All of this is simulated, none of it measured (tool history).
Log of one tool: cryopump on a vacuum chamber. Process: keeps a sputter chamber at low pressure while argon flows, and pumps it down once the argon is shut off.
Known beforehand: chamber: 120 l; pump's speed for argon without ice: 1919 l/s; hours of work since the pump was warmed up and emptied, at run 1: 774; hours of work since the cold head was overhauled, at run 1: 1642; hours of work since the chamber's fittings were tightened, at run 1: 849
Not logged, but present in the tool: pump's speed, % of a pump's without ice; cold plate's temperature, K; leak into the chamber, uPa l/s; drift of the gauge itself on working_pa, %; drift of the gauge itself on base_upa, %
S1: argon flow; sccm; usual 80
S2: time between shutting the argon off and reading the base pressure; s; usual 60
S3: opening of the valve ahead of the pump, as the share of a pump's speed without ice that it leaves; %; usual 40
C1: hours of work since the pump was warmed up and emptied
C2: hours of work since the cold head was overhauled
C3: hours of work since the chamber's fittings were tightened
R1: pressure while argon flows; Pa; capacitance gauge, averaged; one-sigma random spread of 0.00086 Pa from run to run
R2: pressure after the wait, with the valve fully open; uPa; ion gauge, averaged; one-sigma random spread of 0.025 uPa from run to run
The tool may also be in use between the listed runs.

{"run": 1, "hour": 0.0, "S1": 80, "S2": 60, "S3": 40, "C1": 774, "C2": 1642, "C3": 849, "R1": 0.1914, "R2": 1.97}
{"run": 2, "hour": 59.1, "S1": 80, "S2": 60, "S3": 40, "C1": 804, "C2": 1671, "C3": 879, "R1": 0.1905, "R2": 1.99}
{"hour": 119.0, "done": "pump warmed up, emptied and cooled again"}
{"run": 3, "hour": 119.0, "S1": 80, "S2": 63, "S3": 40, "C1": 0, "C2": 1699, "C3": 907, "R1": 0.1782, "R2": 1.86}
{"run": 4, "hour": 197.8, "S1": 80, "S2": 63, "S3": 40, "C1": 40, "C2": 1739, "C3": 946, "R1": 0.1775, "R2": 1.8}
{"run": 5, "hour": 232.8, "S1": 53, "S2": 60, "S3": 40, "C1": 57, "C2": 1756, "C3": 964, "R1": 0.1178, "R2": 1.92}
{"run": 6, "hour": 312.6, "S1": 80, "S2": 60, "S3": 40, "C1": 98, "C2": 1797, "C3": 1004, "R1": 0.1803, "R2": 1.92}
{"run": 7, "hour": 390.5, "S1": 114, "S2": 60, "S3": 54, "C1": 137, "C2": 1836, "C3": 1043, "R1": 0.1935, "R2": 1.97}
{"run": 8, "hour": 456.6, "S1": 88, "S2": 26, "S3": 20, "C1": 170, "C2": 1869, "C3": 1077, "R1": 0.3948, "R2": 2.99}
{"run": 9, "hour": 541.9, "S1": 80, "S2": 60, "S3": 40, "C1": 213, "C2": 1912, "C3": 1120, "R1": 0.1802, "R2": 2.02}
{"run": 10, "hour": 584.3, "S1": 80, "S2": 60, "S3": 40, "C1": 235, "C2": 1934, "C3": 1141, "R1": 0.183, "R2": 2.14}
{"run": 11, "hour": 648.8, "S1": 80, "S2": 36, "S3": 21, "C1": 267, "C2": 1966, "C3": 1174, "R1": 0.341, "R2": 2.64}
{"run": 12, "hour": 723.7, "S1": 82, "S2": 60, "S3": 25, "C1": 305, "C2": 2004, "C3": 1211, "R1": 0.2986, "R2": 2.21}

Here are 4 independent what-if runs from the current tool condition. What would each one return?
{"run": "A", "hour": 776.1, "S1": 44, "S2": 60, "S3": 32, "C1": 331, "C2": 2030, "C3": 1238, "R1": "?", "R2": "?"}
{"run": "B", "hour": 776.1, "S1": 80, "S2": 60, "S3": 46, "C1": 331, "C2": 2030, "C3": 1238, "R1": "?", "R2": "?"}
{"run": "C", "hour": 776.1, "S1": 107, "S2": 23, "S3": 40, "C1": 331, "C2": 2030, "C3": 1238, "R1": "?", "R2": "?"}
{"run": "D", "hour": 776.1, "S1": 80, "S2": 60, "S3": 43, "C1": 331, "C2": 2030, "C3": 1238, "R1": "?", "R2": "?"}

run=A R1=0.1259 R2=2.25
run=B R1=0.1603 R2=2.28
run=C R1=0.2457 R2=3.52
run=D R1=0.1701 R2=2.23
Without the tool's unlogged condition, the same runs would have read:
run=A R1=0.1218 R2=0.96
run=B R1=0.1528 R2=0.98
run=C R1=0.2357 R2=2.25
run=D R1=0.1626 R2=0.96
